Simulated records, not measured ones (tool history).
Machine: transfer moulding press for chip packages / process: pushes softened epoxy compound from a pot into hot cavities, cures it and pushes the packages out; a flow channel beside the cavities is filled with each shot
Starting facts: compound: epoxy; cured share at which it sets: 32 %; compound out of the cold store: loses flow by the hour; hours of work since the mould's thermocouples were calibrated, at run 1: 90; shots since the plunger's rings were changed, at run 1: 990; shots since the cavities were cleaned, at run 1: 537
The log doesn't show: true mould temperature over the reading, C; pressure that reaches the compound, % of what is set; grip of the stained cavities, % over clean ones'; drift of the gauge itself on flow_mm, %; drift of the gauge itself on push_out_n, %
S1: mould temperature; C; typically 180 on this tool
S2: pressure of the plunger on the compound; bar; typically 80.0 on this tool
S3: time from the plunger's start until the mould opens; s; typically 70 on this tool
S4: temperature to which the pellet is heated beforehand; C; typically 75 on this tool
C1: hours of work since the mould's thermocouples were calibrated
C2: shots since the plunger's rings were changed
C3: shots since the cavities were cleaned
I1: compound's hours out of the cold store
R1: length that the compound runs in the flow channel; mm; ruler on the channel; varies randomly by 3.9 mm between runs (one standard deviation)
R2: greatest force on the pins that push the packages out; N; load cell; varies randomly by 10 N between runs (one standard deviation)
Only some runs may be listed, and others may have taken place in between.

| run | hour | S1 | S2 | S3 | S4 | C1 | C2 | C3 | I1 | R1 | R2 |
|---|---|---|---|---|---|---|---|---|---|---|---|
| 1 | 0.0 | 180 | 80.0 | 70 | 75 | 90 | 990 | 537 | 14.5 | 880 | 795 |
|  | 29.4 | cavities cleaned with cleaning compound and waxed |
| 2 | 41.4 | 180 | 80.0 | 70 | 75 | 114 | 1619 | 189 | 33.1 | 815 | 598 |
|  | 90.4 | cavities cleaned with cleaning compound and waxed |
| 3 | 105.6 | 180 | 80.0 | 70 | 75 | 152 | 2611 | 241 | 36.9 | 793 | 613 |
| 4 | 132.3 | 180 | 80.0 | 70 | 75 | 168 | 3033 | 663 | 28.2 | 820 | 781 |
|  | 152.9 | cavities cleaned with cleaning compound and waxed |
| 5 | 188.1 | 180 | 80.0 | 70 | 75 | 201 | 3891 | 555 | 47.3 | 758 | 710 |
|  | 211.9 | cavities cleaned with cleaning compound and waxed |
| 6 | 227.1 | 180 | 80.0 | 70 | 75 | 223 | 4484 | 240 | 45.2 | 755 | 611 |
|  | 269.0 | plunger's sealing rings changed |
|  | 273.1 | cavities cleaned with cleaning compound and waxed |
| 7 | 279.1 | 180 | 80.0 | 70 | 75 | 252 | 137 | 96 | 41.4 | 792 | 542 |
|  | 333.5 | cavities cleaned with cleaning compound and waxed |
| 8 | 333.8 | 180 | 80.0 | 79 | 71 | 285 | 978 | 5 | 9.2 | 894 | 378 |
| 9 | 373.1 | 180 | 80.0 | 79 | 71 | 308 | 1598 | 625 | 29.2 | 827 | 604 |
|  | 394.8 | cavities cleaned with cleaning compound and waxed |
| 10 | 406.0 | 173 | 97.9 | 70 | 68 | 327 | 2095 | 178 | 45.5 | 876 | 974 |
|  | 454.3 | cavities cleaned with cleaning compound and waxed |
| 11 | 454.3 | 173 | 97.9 | 65 | 68 | 356 | 2835 | 0 | 15.9 | 964 | 1002 |
|  | 513.5 | cavities cleaned with cleaning compound and waxed |
| 12 | 513.5 | 182 | 97.9 | 65 | 72 | 390 | 3747 | 0 | 15.9 | 934 | 540 |
| 13 | 540.1 | 182 | 97.9 | 65 | 72 | 407 | 4167 | 420 | 35.1 | 871 | 765 |

4 ways to go on from here, each from the tool as it stands after run 13. What would each give?
| A | 569.8 | 183 | 80.5 | 70 | 79 | 425 | 4636 | 889 | 19.0 | ? | ? |
| B | 569.8 | 180 | 61.3 | 54 | 72 | 425 | 4636 | 889 | 39.1 | ? | ? |
| C | 569.8 | 182 | 69.4 | 102 | 83 | 425 | 4636 | 889 | 18.8 | ? | ? |
| D | 569.8 | 174 | 63.5 | 70 | 75 | 425 | 4636 | 889 | 12.3 | ? | ? |

| run | R1 | R2 |
|---|---|---|
| A | 834 | 678 |
| B | 680 | 1737 |
| C | 776 | 544 |
| D | 771 | 1347 |
What these runs would have given with no unlogged condition in the tool:
| run | R1 | R2 |
|---|---|---|
| A | 869 | 399 |
| B | 709 | 1021 |
| C | 809 | 307 |
| D | 804 | 806 |
